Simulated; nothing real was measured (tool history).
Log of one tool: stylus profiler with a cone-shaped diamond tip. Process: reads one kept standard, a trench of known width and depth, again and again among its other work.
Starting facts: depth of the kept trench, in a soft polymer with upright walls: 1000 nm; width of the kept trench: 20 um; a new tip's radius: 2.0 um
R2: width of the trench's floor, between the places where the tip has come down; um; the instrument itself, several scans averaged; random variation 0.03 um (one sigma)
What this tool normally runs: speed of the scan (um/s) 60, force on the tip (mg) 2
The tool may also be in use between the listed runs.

run 1 day=0 | speed_of_the_scan_(um/s)=60 force_on_the_tip_(mg)=2 | depth_of_the_trench_(Å)=10069.2 R2=16.15
run 2 day=1.388 | speed_of_the_scan_(um/s)=60 force_on_the_tip_(mg)=2 | depth_of_the_trench_(Å)=10069.7 R2=16.12
run 3 day=2.25 | speed_of_the_scan_(um/s)=60 force_on_the_tip_(mg)=2.51 | depth_of_the_trench_(Å)=10079.9 R2=16.11
run 4 day=3.85 | speed_of_the_scan_(um/s)=60 force_on_the_tip_(mg)=4.57 | depth_of_the_trench_(Å)=10121.6 R2=16.23
run 5 day=4.988 | speed_of_the_scan_(um/s)=60 force_on_the_tip_(mg)=4.57 | depth_of_the_trench_(Å)=10119.4 R2=16.31
run 6 day=6.646 | speed_of_the_scan_(um/s)=60 force_on_the_tip_(mg)=2 | depth_of_the_trench_(Å)=10069.7 R2=16.1
run 7 day=7.917 | speed_of_the_scan_(um/s)=60 force_on_the_tip_(mg)=2 | depth_of_the_trench_(Å)=10068.8 R2=16.13
run 8 day=9.4 | speed_of_the_scan_(um/s)=60 force_on_the_tip_(mg)=2 | depth_of_the_trench_(Å)=10073 R2=16.1
run 9 day=10.729 | speed_of_the_scan_(um/s)=60 force_on_the_tip_(mg)=2 | depth_of_the_trench_(Å)=10066.1 R2=16.16
run 10 day=12.192 | speed_of_the_scan_(um/s)=60 force_on_the_tip_(mg)=2 | depth_of_the_trench_(Å)=10069.1 R2=16.12
run 11 day=13.475 | speed_of_the_scan_(um/s)=73 force_on_the_tip_(mg)=1.9 | depth_of_the_trench_(Å)=10065.9 R2=15.97
run 12 day=14.371 | speed_of_the_scan_(um/s)=60 force_on_the_tip_(mg)=0.89 | depth_of_the_trench_(Å)=10040.6 R2=15.88
run 13 day=15.467 | speed_of_the_scan_(um/s)=65 force_on_the_tip_(mg)=1.95 | depth_of_the_trench_(Å)=10068.8 R2=16.05
run 14 day=16.883 | speed_of_the_scan_(um/s)=65 force_on_the_tip_(mg)=1.95 | depth_of_the_trench_(Å)=10067 R2=16.07
run 15 day=18.292 | speed_of_the_scan_(um/s)=48 force_on_the_tip_(mg)=0.86 | depth_of_the_trench_(Å)=10042.5 R2=16.02
run 16 day=19.188 | speed_of_the_scan_(um/s)=195 force_on_the_tip_(mg)=5 | depth_of_the_trench_(Å)=10125.6 R2=15.7
run 17 day=20.162 | speed_of_the_scan_(um/s)=195 force_on_the_tip_(mg)=5 | depth_of_the_trench_(Å)=10128.6 R2=15.62
run 18 day=21.792 | speed_of_the_scan_(um/s)=181 force_on_the_tip_(mg)=1.42 | depth_of_the_trench_(Å)=10054.8 R2=15.01

Below are 5 alternative next runs, each starting from the tool's condition after run 18. Predict each:
run A day=22.708 | speed_of_the_scan_(um/s)=60 force_on_the_tip_(mg)=5.93 | depth_of_the_trench_(Å)=? R2=?
run B day=22.708 | speed_of_the_scan_(um/s)=86 force_on_the_tip_(mg)=4.16 | depth_of_the_trench_(Å)=? R2=?
run C day=22.708 | speed_of_the_scan_(um/s)=20 force_on_the_tip_(mg)=2.76 | depth_of_the_trench_(Å)=? R2=?
run D day=22.708 | speed_of_the_scan_(um/s)=17 force_on_the_tip_(mg)=0.67 | depth_of_the_trench_(Å)=? R2=?
run E day=22.708 | speed_of_the_scan_(um/s)=22 force_on_the_tip_(mg)=2.96 | depth_of_the_trench_(Å)=? R2=?

run=A depth_of_the_trench_(Å)=10144 R2=16.27
run=B depth_of_the_trench_(Å)=10112.1 R2=16.14
run=C depth_of_the_trench_(Å)=10087.5 R2=16.42
run=D depth_of_the_trench_(Å)=10032.2 R2=16.34
run=E depth_of_the_trench_(Å)=10089.1 R2=16.41
Without the tool's unlogged condition, the same runs would have read:
run=A depth_of_the_trench_(Å)=10143.9 R2=16.28
run=B depth_of_the_trench_(Å)=10112 R2=16.15
run=C depth_of_the_trench_(Å)=10087.5 R2=16.42
run=D depth_of_the_trench_(Å)=10032.1 R2=16.34
run=E depth_of_the_trench_(Å)=10089 R2=16.41
